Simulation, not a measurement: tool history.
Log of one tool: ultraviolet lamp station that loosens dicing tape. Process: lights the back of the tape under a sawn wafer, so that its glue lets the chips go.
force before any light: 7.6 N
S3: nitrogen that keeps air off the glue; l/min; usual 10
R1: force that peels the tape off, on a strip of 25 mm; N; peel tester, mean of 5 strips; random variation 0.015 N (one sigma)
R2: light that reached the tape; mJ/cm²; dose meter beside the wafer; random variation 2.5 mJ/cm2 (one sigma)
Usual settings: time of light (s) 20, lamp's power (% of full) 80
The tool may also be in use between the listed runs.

{"run": 1, "hour": 0.0, "time of light (s)": 20, "lamp's power (% of full)": 80, "S3": 10, "R1": 0.961, "R2": 257}
{"run": 2, "hour": 37.2, "time of light (s)": 20, "lamp's power (% of full)": 80, "S3": 10, "R1": 0.964, "R2": 257}
{"run": 3, "hour": 85.8, "time of light (s)": 20, "lamp's power (% of full)": 85, "S3": 10, "R1": 0.928, "R2": 265}
{"run": 4, "hour": 140.7, "time of light (s)": 20, "lamp's power (% of full)": 80, "S3": 10, "R1": 1.107, "R2": 242}
{"hour": 153.0, "done": "window cleaned of glue's vapour"}
{"run": 5, "hour": 191.4, "time of light (s)": 20, "lamp's power (% of full)": 80, "S3": 10, "R1": 0.831, "R2": 279}
{"run": 6, "hour": 232.9, "time of light (s)": 20, "lamp's power (% of full)": 80, "S3": 10, "R1": 0.875, "R2": 270}
{"run": 7, "hour": 278.1, "time of light (s)": 20, "lamp's power (% of full)": 80, "S3": 10, "R1": 0.9, "R2": 267}
{"run": 8, "hour": 306.0, "time of light (s)": 20, "lamp's power (% of full)": 80, "S3": 16, "R1": 0.627, "R2": 263}
{"run": 9, "hour": 369.2, "time of light (s)": 20, "lamp's power (% of full)": 72, "S3": 16, "R1": 0.86, "R2": 233}
{"run": 10, "hour": 416.7, "time of light (s)": 20, "lamp's power (% of full)": 80, "S3": 10, "R1": 0.99, "R2": 252}
{"run": 11, "hour": 454.3, "time of light (s)": 20, "lamp's power (% of full)": 80, "S3": 10, "R1": 1.045, "R2": 243}
{"run": 12, "hour": 481.9, "time of light (s)": 20, "lamp's power (% of full)": 85, "S3": 10, "R1": 0.944, "R2": 261}
{"run": 13, "hour": 530.6, "time of light (s)": 20, "lamp's power (% of full)": 85, "S3": 10, "R1": 1.011, "R2": 255}
{"run": 14, "hour": 585.0, "time of light (s)": 20, "lamp's power (% of full)": 85, "S3": 10, "R1": 1.063, "R2": 247}
{"run": 15, "hour": 639.7, "time of light (s)": 19, "lamp's power (% of full)": 97, "S3": 7, "R1": 1.252, "R2": 264}
{"run": 16, "hour": 682.6, "time of light (s)": 15, "lamp's power (% of full)": 72, "S3": 10, "R1": 2.209, "R2": 155}
{"run": 17, "hour": 720.3, "time of light (s)": 15, "lamp's power (% of full)": 72, "S3": 10, "R1": 2.236, "R2": 146}
{"run": 18, "hour": 755.0, "time of light (s)": 16, "lamp's power (% of full)": 80, "S3": 8, "R1": 2.079, "R2": 172}
{"hour": 764.9, "done": "window cleaned of glue's vapour"}
{"run": 19, "hour": 783.3, "time of light (s)": 14, "lamp's power (% of full)": 80, "S3": 10, "R1": 1.862, "R2": 178}
{"run": 20, "hour": 825.0, "time of light (s)": 14, "lamp's power (% of full)": 80, "S3": 10, "R1": 1.922, "R2": 170}
{"run": 21, "hour": 860.6, "time of light (s)": 32, "lamp's power (% of full)": 80, "S3": 7, "R1": 0.598, "R2": 382}
{"run": 22, "hour": 904.6, "time of light (s)": 32, "lamp's power (% of full)": 80, "S3": 6, "R1": 0.692, "R2": 383}
{"run": 23, "hour": 947.3, "time of light (s)": 13, "lamp's power (% of full)": 63, "S3": 10, "R1": 2.842, "R2": 120}
{"run": 24, "hour": 996.3, "time of light (s)": 13, "lamp's power (% of full)": 63, "S3": 10, "R1": 3.064, "R2": 117}
{"run": 25, "hour": 1040.1, "time of light (s)": 13, "lamp's power (% of full)": 63, "S3": 10, "R1": 2.961, "R2": 115}
{"run": 26, "hour": 1066.2, "time of light (s)": 13, "lamp's power (% of full)": 63, "S3": 11, "R1": 2.876, "R2": 110}
{"run": 27, "hour": 1122.5, "time of light (s)": 16, "lamp's power (% of full)": 85, "S3": 6, "R1": 2.381, "R2": 181}
{"run": 28, "hour": 1184.0, "time of light (s)": 16, "lamp's power (% of full)": 85, "S3": 6, "R1": 2.443, "R2": 176}

Forecast each of these 5 alternatives for the next run:
{"run": "A", "hour": 1244.8, "time of light (s)": 16, "lamp's power (% of full)": 66, "S3": 16, "R1": "?", "R2": "?"}
{"run": "B", "hour": 1244.8, "time of light (s)": 13, "lamp's power (% of full)": 80, "S3": 8, "R1": "?", "R2": "?"}
{"run": "C", "hour": 1244.8, "time of light (s)": 16, "lamp's power (% of full)": 74, "S3": 6, "R1": "?", "R2": "?"}
{"run": "D", "hour": 1244.8, "time of light (s)": 16, "lamp's power (% of full)": 69, "S3": 6, "R1": "?", "R2": "?"}
{"run": "E", "hour": 1244.8, "time of light (s)": 20, "lamp's power (% of full)": 80, "S3": 4, "R1": "?", "R2": "?"}

run=A R1=2.085 R2=132
run=B R1=2.979 R2=131
run=C R1=2.980 R2=149
run=D R1=3.048 R2=142
run=E R1=2.425 R2=199
Without the tool's hidden state the same runs would have given:
run=A R1=1.119 R2=199
run=B R1=1.844 R2=196
run=C R1=1.844 R2=225
run=D R1=1.940 R2=212
run=E R1=1.418 R2=300
